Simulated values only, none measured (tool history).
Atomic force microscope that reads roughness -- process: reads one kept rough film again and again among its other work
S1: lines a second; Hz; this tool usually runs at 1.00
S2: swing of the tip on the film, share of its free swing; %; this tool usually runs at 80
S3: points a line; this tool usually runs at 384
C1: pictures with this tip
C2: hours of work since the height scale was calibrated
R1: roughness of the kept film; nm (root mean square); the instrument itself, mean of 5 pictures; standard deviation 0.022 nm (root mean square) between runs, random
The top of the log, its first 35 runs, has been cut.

| run | hour | S1 | S2 | S3 | C1 | C2 | R1 |
|---|---|---|---|---|---|---|---|
| 36 | 599.7 | 1.91 | 89 | 699 | 64 | 550 | 3.989 |
| 37 | 614.3 | 1.91 | 89 | 699 | 80 | 557 | 3.855 |
|  | 620.1 | new tip fitted |
| 38 | 633.1 | 1.91 | 89 | 699 | 13 | 565 | 4.673 |
| 39 | 655.8 | 0.93 | 56 | 378 | 38 | 576 | 4.949 |
| 40 | 677.8 | 2.88 | 87 | 885 | 62 | 586 | 3.880 |
| 41 | 698.3 | 0.71 | 57 | 696 | 84 | 596 | 4.424 |
|  | 700.5 | new tip fitted |
| 42 | 721.1 | 0.82 | 80 | 384 | 23 | 606 | 5.002 |
| 43 | 743.5 | 1.00 | 83 | 370 | 47 | 617 | 4.598 |
| 44 | 759.7 | 1.00 | 83 | 370 | 64 | 624 | 4.338 |

Branching from run 44: 5 alternative next runs. What would each branch give?
| A | 770.6 | 0.66 | 80 | 360 | 76 | 629 | ? |
| B | 770.6 | 1.00 | 89 | 737 | 76 | 629 | ? |
| C | 770.6 | 1.00 | 87 | 271 | 76 | 629 | ? |
| D | 770.6 | 1.83 | 68 | 370 | 76 | 629 | ? |
| E | 770.6 | 1.00 | 80 | 311 | 76 | 629 | ? |

| run | R1 |
|---|---|
| A | 4.329 |
| B | 4.190 |
| C | 4.152 |
| D | 4.252 |
| E | 4.250 |
Had the tool no hidden state, the same runs would have come out as:
| run | R1 |
|---|---|
| A | 5.360 |
| B | 5.189 |
| C | 5.141 |
| D | 5.266 |
| E | 5.262 |
